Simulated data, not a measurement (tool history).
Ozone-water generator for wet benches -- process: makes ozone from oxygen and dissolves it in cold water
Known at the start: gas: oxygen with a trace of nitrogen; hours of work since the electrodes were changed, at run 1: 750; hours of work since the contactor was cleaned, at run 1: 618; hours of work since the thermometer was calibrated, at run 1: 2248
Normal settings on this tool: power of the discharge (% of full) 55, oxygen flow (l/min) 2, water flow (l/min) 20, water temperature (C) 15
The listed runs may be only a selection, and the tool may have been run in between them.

run,hour,power of the discharge (% of full),oxygen flow (l/min),water flow (l/min),water temperature (C),hours of work since the electrodes were changed,hours of work since the contactor was cleaned,hours of work since the thermometer was calibrated,dissolved ozone (ppm),ozone in the gas ahead of the water (g/m3)
1,0,55,2,20,15,750,618,2248,5.27,125.5
2,22.4,55,1.25,20,15,770,638,2268,4.45,151.2
3,62.9,55,1.25,20,15,806,673,2303,4.51,152.2
4,101.6,55,1.16,20,15,840,708,2338,4.23,155.1
5,142.4,55,3.14,20,15,876,744,2374,6.06,102
6,171.3,55,3.14,20,15,902,769,2399,6.14,103
7,204,55,2.31,20,15,931,798,2428,5.46,116.4
8,248.9,48,2,20,15,971,838,2468,4.75,112.9
9,286.7,48,2,20,15,1004,872,2502,4.81,112.7
10,321.9,48,2,20,15,1035,903,2533,4.78,112.8
11,349.5,48,2,19,15,1060,927,2557,4.94,111
12,381.9,48,2,19,15,1088,956,2586,5.04,112
13,416.6,61,2,20,15,1119,987,2617,5.73,132.5
14,452.5,61,2,17,15,1151,1019,2648,6.64,132
15,486.4,93,1.2,17,15,1181,1049,2679,7.29,221.3
16,528.9,93,1.2,27,13,1219,1086,2716,4.43,216.9
17,572.3,93,1.2,27,13,1257,1125,2755,4.41,218.9
18,619.2,93,3.54,20,13,1299,1166,2796,9.2,137.4
19,648.6,45,3.54,26,13,1325,1192,2822,4.47,84
20,669.9,93,3.54,26,10,1344,1211,2841,7.26,137.7
21,718.7,62,3.54,20,10,1387,1254,2884,7.05,104.3
22,765.3,63,1.87,30,17,1428,1296,2926,3.6,137.9
23,803.9,58,2.09,20,15,1462,1330,2960,5.5,123.5

What does the tool deliver on the next run?
24,823.9,45,2.09,12,15,1480,1348,2978,?,?

{"run 24": {"dissolved ozone (ppm)": 7.45, "ozone in the gas ahead of the water (g/m3)": 103.8}}
The same run, on a tool lacking any hidden state, would have yielded dissolved ozone (ppm) 7.84, ozone in the gas ahead of the water (g/m3) 107.8.

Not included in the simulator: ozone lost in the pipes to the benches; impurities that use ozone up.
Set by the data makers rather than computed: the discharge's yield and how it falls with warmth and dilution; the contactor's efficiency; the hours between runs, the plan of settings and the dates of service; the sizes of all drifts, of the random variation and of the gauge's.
